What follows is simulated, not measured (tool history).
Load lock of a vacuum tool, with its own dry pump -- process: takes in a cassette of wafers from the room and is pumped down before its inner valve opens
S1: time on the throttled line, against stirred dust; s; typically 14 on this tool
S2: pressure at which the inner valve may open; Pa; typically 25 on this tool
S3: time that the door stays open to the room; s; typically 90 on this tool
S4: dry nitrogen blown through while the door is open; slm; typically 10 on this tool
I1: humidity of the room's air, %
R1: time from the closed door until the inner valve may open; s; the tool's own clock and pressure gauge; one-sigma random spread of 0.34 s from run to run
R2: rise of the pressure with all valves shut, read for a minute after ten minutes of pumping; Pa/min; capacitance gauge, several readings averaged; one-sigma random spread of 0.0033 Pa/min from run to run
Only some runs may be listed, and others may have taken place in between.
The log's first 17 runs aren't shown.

run	day	S1	S2	S3	S4	I1	R1	R2
18	171.488	14	25	90	15	47.1	31	0.487
19	179.1	14	25	90	15	40.7	31.6	0.483
20	186.733	14	42	90	10	43	30.3	0.509
21	200.017	14	31	29	10	46.3	31.2	0.465
22	209.592	14	25	53	32	44.6	32	0.478
23	215.267	9	25	212	32	44.7	28.8	0.568
24	224.008	9	25	41	29	44.3	28.8	0.48
25	231.238	9	25	37	13	42.1	28.6	0.489
26	241.429	17	39	239	16	42.5	33.4	0.646
# day 242.246: dry pump taken out, an overhauled one fitted
27	252.371	21	39	42	16	46	31.8	0.523
28	265.738	21	39	42	16	45.9	31.6	0.521
29	273.233	21	39	42	16	45.5	32.7	0.547
30	285.4	21	39	42	16	48.2	32.1	0.561
31	293.508	17	25	153	21	45.9	31.3	0.643
32	306.562	17	25	153	21	44	30.7	0.667
33	317.725	17	25	153	21	47.9	31.2	0.662
34	325.012	17	25	153	21	42.5	30.8	0.668
35	331.721	9	38	90	10	47.7	24.2	0.672
36	338.825	9	38	90	10	41.9	23.8	0.656
37	345.558	9	44	26	42	44	23.3	0.57

Below are 3 alternative next runs, each starting from the tool's condition after run 37. Predict each:
A	356.354	14	25	77	41	45.5	?	?
B	356.354	14	25	34	10	43.2	?	?
C	356.354	14	25	33	13	42.2	?	?

run	R1	R2
A	28.5	0.635
B	28.9	0.624
C	29.1	0.621
Had the tool no hidden state, the same runs would have come out as:
run	R1	R2
A	27.4	0.074
B	27.8	0.065
C	28.1	0.061
